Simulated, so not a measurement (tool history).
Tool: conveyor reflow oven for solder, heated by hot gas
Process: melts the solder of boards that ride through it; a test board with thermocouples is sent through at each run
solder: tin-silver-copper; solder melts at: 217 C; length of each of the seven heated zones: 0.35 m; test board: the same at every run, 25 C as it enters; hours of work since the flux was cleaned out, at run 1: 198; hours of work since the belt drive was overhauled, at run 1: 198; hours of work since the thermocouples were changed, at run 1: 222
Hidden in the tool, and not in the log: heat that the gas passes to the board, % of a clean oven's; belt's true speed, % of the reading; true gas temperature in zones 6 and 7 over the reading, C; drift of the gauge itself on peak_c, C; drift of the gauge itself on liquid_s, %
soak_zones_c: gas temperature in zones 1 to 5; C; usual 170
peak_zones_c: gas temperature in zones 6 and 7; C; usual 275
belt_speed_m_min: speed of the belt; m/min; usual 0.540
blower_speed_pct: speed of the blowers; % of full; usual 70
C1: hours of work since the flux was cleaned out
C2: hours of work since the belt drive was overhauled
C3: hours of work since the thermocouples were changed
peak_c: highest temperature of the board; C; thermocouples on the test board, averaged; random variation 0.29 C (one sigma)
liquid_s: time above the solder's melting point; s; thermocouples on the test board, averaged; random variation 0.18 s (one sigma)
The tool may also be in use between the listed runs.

Run 1, hour 0.0: usual settings; C1 198; C2 198; C3 222. Result: peak_c 256.0 C, liquid_s 59.6 s.
At hour 30.2: flux residue cleaned out of gas plates and filters.
Run 2, hour 40.2: usual settings; C1 5; C2 217; C3 241. Result: peak_c 258.2 C, liquid_s 61.3 s.
Run 3, hour 81.3: usual settings; C1 27; C2 238; C3 263. Result: peak_c 257.9 C, liquid_s 61.0 s.
Run 4, hour 118.3: usual settings; C1 47; C2 258; C3 282. Result: peak_c 258.2 C, liquid_s 61.4 s.
Run 5, hour 159.5: usual settings; C1 68; C2 280; C3 304. Result: peak_c 257.4 C, liquid_s 60.7 s.
Run 6, hour 183.6: usual settings; C1 81; C2 292; C3 317. Result: peak_c 257.0 C, liquid_s 60.8 s.
Run 7, hour 203.9: usual settings but soak_zones_c 173 C, peak_zones_c 271 C, belt_speed_m_min 0.600 m/min, blower_speed_pct 55 % of full; C1 92; C2 303; C3 327. Result: peak_c 247.2 C, liquid_s 47.0 s.
Run 8, hour 233.2: usual settings but soak_zones_c 172 C, belt_speed_m_min 0.602 m/min; C1 107; C2 318; C3 343. Result: peak_c 253.6 C, liquid_s 51.8 s.
Run 9, hour 264.2: usual settings but soak_zones_c 158 C, belt_speed_m_min 0.602 m/min, blower_speed_pct 80 % of full; C1 123; C2 335; C3 359. Result: peak_c 252.8 C, liquid_s 47.5 s.
Run 10, hour 294.5: usual settings but soak_zones_c 158 C, belt_speed_m_min 0.602 m/min, blower_speed_pct 80 % of full; C1 139; C2 351; C3 375. Result: peak_c 252.7 C, liquid_s 47.4 s.
Run 11, hour 335.9: usual settings but soak_zones_c 169 C, peak_zones_c 273 C, belt_speed_m_min 0.532 m/min, blower_speed_pct 80 % of full; C1 161; C2 373; C3 397. Result: peak_c 256.7 C, liquid_s 61.2 s.

4 ways to go on from here, each from the tool as it stands after run 11. What would each give?
Run A, hour 360.5: usual settings but soak_zones_c 165 C, belt_speed_m_min 0.532 m/min, blower_speed_pct 80 % of full; C1 174; C2 386; C3 410. Result: peak_c ?, liquid_s ?.
Run B, hour 360.5: usual settings but soak_zones_c 175 C, peak_zones_c 264 C, blower_speed_pct 71 % of full; C1 174; C2 386; C3 410. Result: peak_c ?, liquid_s ?.
Run C, hour 360.5: usual settings but soak_zones_c 180 C, belt_speed_m_min 0.453 m/min; C1 174; C2 386; C3 410. Result: peak_c ?, liquid_s ?.
Run D, hour 360.5: usual settings but soak_zones_c 162 C, peak_zones_c 273 C, belt_speed_m_min 0.532 m/min, blower_speed_pct 80 % of full; C1 174; C2 386; C3 410. Result: peak_c ?, liquid_s ?.

run  peak_c  liquid_s
  A   258.1      60.6
  B   248.3      55.6
  C   263.1      81.5
  D   255.6      58.0
Without the tool's hidden state the same runs would have given:
run  peak_c  liquid_s
  A   260.6      61.8
  B   250.5      57.2
  C   265.1      82.0
  D   258.1      59.5
